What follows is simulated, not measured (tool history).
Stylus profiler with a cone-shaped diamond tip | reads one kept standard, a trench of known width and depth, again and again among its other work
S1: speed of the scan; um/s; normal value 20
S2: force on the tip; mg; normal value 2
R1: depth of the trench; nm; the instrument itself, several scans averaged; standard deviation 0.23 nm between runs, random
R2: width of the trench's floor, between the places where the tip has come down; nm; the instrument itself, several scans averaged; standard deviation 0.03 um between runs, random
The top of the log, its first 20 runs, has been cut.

run    hour  S1    S2       R1     R2
 21   774.7  20  2.34  1013.77  22450
 22   815.9  20  2.34  1013.95  22400
 23   869.4  20  2.34  1013.93  22420
 24   916.8  20  2.34  1013.93  22390
 25     963  29  1.65   1011.8  22200
 26   991.5  17  0.68  1008.03  22280
 27  1016.8   5  4.28   1019.4  22450
 28    1072  11   1.2  1010.27  22380
 29  1109.6   7  1.28  1011.03  22350
 30  1140.1  76  3.05   1016.2  21970
 31  1191.8  12  3.12  1016.33  22320
 32  1215.4   8  1.53  1012.11  22300
 33  1256.5   8  1.53  1011.46  22230

Run 34 comes next. What will it give?
 34  1296.7   8  1.53   ?   ?

R1: 1012 nm
R2: 22280 nm
On a tool with no hidden condition, and with the same random variation, this run would have come out at R1 1007.95 nm, R2 23960 nm.
